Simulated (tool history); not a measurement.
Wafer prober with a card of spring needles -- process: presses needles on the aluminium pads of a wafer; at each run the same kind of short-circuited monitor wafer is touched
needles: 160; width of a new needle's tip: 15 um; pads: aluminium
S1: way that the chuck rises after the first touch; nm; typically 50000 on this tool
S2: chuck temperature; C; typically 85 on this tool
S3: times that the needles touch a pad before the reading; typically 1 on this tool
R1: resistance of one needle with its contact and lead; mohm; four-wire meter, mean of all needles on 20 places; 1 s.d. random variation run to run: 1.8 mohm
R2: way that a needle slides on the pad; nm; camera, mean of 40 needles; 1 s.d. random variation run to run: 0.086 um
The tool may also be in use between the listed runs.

run	hour	S1	S2	S3	R1	R2
1	0.0	50000	85	1	232	13550
# hour 6.9: tips cleaned on abrasive film
2	22.2	50000	85	1	220	13540
3	37.0	38000	85	1	263	10230
# hour 40.3: tips cleaned on abrasive film
4	48.3	38000	85	1	222	10110
5	63.6	38000	85	1	261	10150
# hour 72.4: tips cleaned on abrasive film
6	79.6	47000	85	1	206	12590
7	96.5	55000	85	1	223	14970

What will run 8 give?
# hour 106.3: tips cleaned on abrasive film
8	109.2	59000	98	1	?	?

R1: 195 mohm
R2: 15840 nm
If the tool had no hidden condition, the same run with the same run-to-run variation would have returned R1 186 mohm, R2 16070 nm.
